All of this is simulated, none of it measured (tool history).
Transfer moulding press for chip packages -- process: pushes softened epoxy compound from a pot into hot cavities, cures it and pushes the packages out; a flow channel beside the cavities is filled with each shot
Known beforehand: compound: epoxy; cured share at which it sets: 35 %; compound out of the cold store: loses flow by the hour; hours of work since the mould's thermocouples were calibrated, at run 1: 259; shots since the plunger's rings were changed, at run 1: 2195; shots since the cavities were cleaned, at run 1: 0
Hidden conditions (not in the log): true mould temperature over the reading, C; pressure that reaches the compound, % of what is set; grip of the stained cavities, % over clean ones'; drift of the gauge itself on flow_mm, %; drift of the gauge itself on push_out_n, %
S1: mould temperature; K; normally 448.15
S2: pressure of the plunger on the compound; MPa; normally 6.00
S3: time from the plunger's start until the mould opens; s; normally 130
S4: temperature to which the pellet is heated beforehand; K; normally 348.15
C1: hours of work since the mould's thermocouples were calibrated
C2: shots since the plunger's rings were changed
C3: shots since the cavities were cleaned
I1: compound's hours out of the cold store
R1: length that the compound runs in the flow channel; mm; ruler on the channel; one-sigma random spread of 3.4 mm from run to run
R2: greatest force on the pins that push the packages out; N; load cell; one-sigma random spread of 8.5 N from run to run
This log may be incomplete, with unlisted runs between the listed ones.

Run 1, hour 0.0: usual settings; C1 259; C2 2195; C3 0; I1 41.5. Result: R1 629 mm, R2 377 N.
Run 2, hour 52.8: usual settings; C1 284; C2 2578; C3 383; I1 42.0. Result: R1 625 mm, R2 476 N.
At hour 89.9: cavities cleaned with cleaning compound and waxed.
Run 3, hour 122.3: usual settings; C1 317; C2 3070; C3 234; I1 20.2. Result: R1 669 mm, R2 644 N.
Run 4, hour 157.9: usual settings; C1 335; C2 3328; C3 492; I1 45.5. Result: R1 606 mm, R2 641 N.
At hour 177.7: cavities cleaned with cleaning compound and waxed.
At hour 218.9: plunger's sealing rings changed.
Run 5, hour 218.9: usual settings; C1 362; C2 0; C3 281; I1 41.6. Result: R1 635 mm, R2 451 N.
Run 6, hour 259.1: usual settings; C1 382; C2 291; C3 572; I1 15.5. Result: R1 698 mm, R2 544 N.
At hour 267.5: cavities cleaned with cleaning compound and waxed.
Run 7, hour 295.6: usual settings but S3 121 s; C1 399; C2 545; C3 204; I1 41.4. Result: R1 637 mm, R2 485 N.
At hour 311.2: cavities cleaned with cleaning compound and waxed, once more.
Run 8, hour 360.7: usual settings but S1 453.15 K; C1 430; C2 1005; C3 358; I1 18.6. Result: R1 671 mm, R2 416 N.
At hour 399.3: cavities cleaned with cleaning compound and waxed.
Run 9, hour 399.3: usual settings but S1 453.15 K; C1 448; C2 1274; C3 0; I1 33.7. Result: R1 635 mm, R2 352 N.
Run 10, hour 454.8: usual settings but S1 453.15 K; C1 475; C2 1676; C3 402; I1 22.3. Result: R1 660 mm, R2 436 N.
At hour 486.1: cavities cleaned with cleaning compound and waxed.
Run 11, hour 498.2: usual settings but S1 453.15 K; C1 495; C2 1979; C3 87; I1 10.8. Result: R1 683 mm, R2 366 N.
Run 12, hour 529.7: usual settings but S1 453.15 K; C1 511; C2 2208; C3 316; I1 39.4. Result: R1 617 mm, R2 415 N.
At hour 572.9: cavities cleaned with cleaning compound and waxed.
Run 13, hour 593.0: usual settings but S1 453.15 K; C1 541; C2 2655; C3 146; I1 9.8. Result: R1 691 mm, R2 389 N.
Run 14, hour 639.2: usual settings but S4 343.15 K; C1 563; C2 2990; C3 481; I1 20.4. Result: R1 667 mm, R2 509 N.
At hour 662.2: cavities cleaned with cleaning compound and waxed.
Run 15, hour 694.9: usual settings but S2 6.62 MPa, S4 349.15 K; C1 590; C2 3382; C3 237; I1 15.5. Result: R1 719 mm, R2 459 N.
Run 16, hour 735.5: usual settings but S2 6.62 MPa, S4 349.15 K; C1 609; C2 3676; C3 531; I1 27.2. Result: R1 690 mm, R2 523 N.
At hour 747.3: plunger's sealing rings changed.
At hour 755.5: cavities cleaned with cleaning compound and waxed.
Run 17, hour 771.2: usual settings but S2 6.62 MPa, S4 349.15 K; C1 625; C2 162; C3 114; I1 24.4. Result: R1 708 mm, R2 416 N.
Run 18, hour 837.5: usual settings but S1 441.15 K, S4 352.15 K; C1 657; C2 642; C3 594; I1 13.0. Result: R1 730 mm, R2 830 N.
At hour 846.1: mould's thermocouples calibrated.
At hour 847.6: cavities cleaned with cleaning compound and waxed.
Run 19, hour 878.4: usual settings but S3 149 s; C1 15; C2 913; C3 223; I1 44.0. Result: R1 627 mm, R2 381 N.
At hour 936.2: cavities cleaned with cleaning compound and waxed.
Run 20, hour 940.6: usual settings but S3 149 s; C1 45; C2 1353; C3 32; I1 39.4. Result: R1 639 mm, R2 347 N.
Run 21, hour 992.3: usual settings but S1 449.15 K, S2 4.50 MPa, S3 161 s, S4 358.15 K; C1 70; C2 1727; C3 406; I1 35.8. Result: R1 561 mm, R2 430 N.
At hour 1023.3: cavities cleaned with cleaning compound and waxed.
Run 22, hour 1043.4: usual settings but S1 445.15 K, S2 5.13 MPa, S3 164 s, S4 340.15 K; C1 94; C2 2086; C3 145; I1 19.7. Result: R1 641 mm, R2 371 N.
Run 23, hour 1087.2: usual settings but S1 445.15 K, S2 5.13 MPa, S3 164 s, S4 340.15 K; C1 115; C2 2403; C3 462; I1 23.3. Result: R1 631 mm, R2 466 N.
At hour 1109.9: cavities cleaned with cleaning compound and waxed.
Run 24, hour 1163.4: usual settings but S1 444.15 K, S2 5.67 MPa; C1 152; C2 2945; C3 388; I1 38.6. Result: R1 623 mm, R2 579 N.
At hour 1199.5: cavities cleaned with cleaning compound and waxed.
Run 25, hour 1213.3: usual settings but S1 443.15 K, S2 7.33 MPa; C1 175; C2 3295; C3 100; I1 39.2. Result: R1 708 mm, R2 535 N.
At hour 1279.0: plunger's sealing rings changed.
Run 26, hour 1279.7: usual settings but S1 454.15 K, S2 4.62 MPa, S3 112 s, S4 350.15 K; C1 206; C2 5; C3 563; I1 47.3. Result: R1 536 mm, R2 502 N.
At hour 1288.7: cavities cleaned with cleaning compound and waxed.
Run 27, hour 1333.2: usual settings but S1 453.15 K, S2 5.34 MPa, S3 145 s, S4 347.15 K; C1 231; C2 381; C3 322; I1 33.0. Result: R1 607 mm, R2 412 N.

Alternative continuations, all from the tool just after run 27; predict every row:
At hour 1378.2: cavities cleaned with cleaning compound and waxed.
Run A, hour 1407.7: usual settings but S3 125 s; C1 267; C2 911; C3 215; I1 17.9. Result: R1 ?, R2 ?.
At hour 1378.2: cavities cleaned with cleaning compound and waxed.
Run B, hour 1407.7: usual settings but S4 352.15 K; C1 267; C2 911; C3 215; I1 28.4. Result: R1 ?, R2 ?.
At hour 1378.2: cavities cleaned with cleaning compound and waxed.
Run C, hour 1407.7: usual settings but S1 446.15 K, S2 6.51 MPa; C1 267; C2 911; C3 215; I1 18.7. Result: R1 ?, R2 ?.
At hour 1378.2: cavities cleaned with cleaning compound and waxed.
Run D, hour 1407.7: usual settings but S1 453.15 K, S2 5.34 MPa, S3 132 s; C1 267; C2 911; C3 215; I1 34.2. Result: R1 ?, R2 ?.

run   R1   R2
  A  684  467
  B  670  410
  C  721  479
  D  594  386
What these runs would have given with no unlogged condition in the tool:
run   R1   R2
  A  693  407
  B  679  356
  C  731  419
  D  602  331
